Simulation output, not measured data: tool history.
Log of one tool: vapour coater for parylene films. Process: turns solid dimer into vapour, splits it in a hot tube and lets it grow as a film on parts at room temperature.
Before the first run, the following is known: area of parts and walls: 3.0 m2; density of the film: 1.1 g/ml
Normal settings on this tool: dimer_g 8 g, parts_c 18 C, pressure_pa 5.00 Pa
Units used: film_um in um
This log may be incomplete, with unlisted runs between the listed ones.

| run | hour | dimer_g | parts_c | pressure_pa | film_um |
|---|---|---|---|---|---|
| 1 | 0.0 | 8 | 18 | 5.00 | 1.16 |
| 2 | 41.3 | 8 | 13 | 5.00 | 1.29 |
| 3 | 95.2 | 8 | 13 | 5.00 | 1.27 |
| 4 | 140.5 | 8 | 18 | 5.00 | 1.17 |
| 5 | 201.2 | 8 | 18 | 5.00 | 1.18 |
| 6 | 245.4 | 8 | 18 | 5.00 | 1.17 |
| 7 | 281.7 | 8 | 18 | 5.00 | 1.19 |
| 8 | 340.5 | 8 | 18 | 5.00 | 1.19 |
| 9 | 391.4 | 8 | 18 | 5.00 | 1.16 |
|  | 427.7 | trap's valve overhauled |
| 10 | 438.3 | 8 | 14 | 5.00 | 1.27 |
| 11 | 479.9 | 8 | 14 | 5.00 | 1.26 |
| 12 | 541.5 | 3 | 18 | 5.00 | 0.43 |
| 13 | 575.6 | 8 | 18 | 9.28 | 1.04 |
| 14 | 614.1 | 8 | 25 | 5.00 | 1.05 |
| 15 | 673.9 | 8 | 25 | 5.00 | 1.04 |
| 16 | 754.8 | 3 | 18 | 5.00 | 0.46 |
| 17 | 788.7 | 3 | 18 | 5.00 | 0.43 |
| 18 | 853.6 | 3 | 18 | 5.00 | 0.44 |
| 19 | 898.5 | 14 | 18 | 11.65 | 1.74 |
| 20 | 974.9 | 9 | 24 | 9.02 | 1.06 |
| 21 | 1021.2 | 9 | 24 | 9.02 | 1.05 |
| 22 | 1091.4 | 9 | 24 | 9.02 | 1.06 |
| 23 | 1152.3 | 9 | 24 | 9.02 | 1.07 |
| 24 | 1211.8 | 8 | 12 | 5.00 | 1.33 |
| 25 | 1251.7 | 5 | 13 | 3.40 | 0.85 |
| 26 | 1324.4 | 13 | 28 | 5.90 | 1.54 |
| 27 | 1381.4 | 3 | 18 | 5.00 | 0.42 |
| 28 | 1428.9 | 3 | 18 | 5.00 | 0.44 |
| 29 | 1463.2 | 8 | 18 | 10.04 | 1.03 |
| 30 | 1544.1 | 12 | 17 | 6.87 | 1.68 |

4 options for the next run, each taken on its own from the tool as it stands now. Forecast them:
|  | 1565.7 | trap's valve overhauled |
| A | 1616.4 | 8 | 18 | 5.00 | ? |
|  | 1565.7 | trap's valve overhauled |
| B | 1616.4 | 3 | 15 | 10.12 | ? |
|  | 1565.7 | trap's valve overhauled |
| C | 1616.4 | 6 | 26 | 8.09 | ? |
|  | 1565.7 | trap's valve overhauled |
| D | 1616.4 | 8 | 17 | 5.00 | ? |

| run | film_um |
|---|---|
| A | 1.17 |
| B | 0.43 |
| C | 0.71 |
| D | 1.20 |
Had the tool no hidden state, the same runs would have come out as:
| run | film_um |
|---|---|
| A | 1.17 |
| B | 0.43 |
| C | 0.71 |
| D | 1.20 |
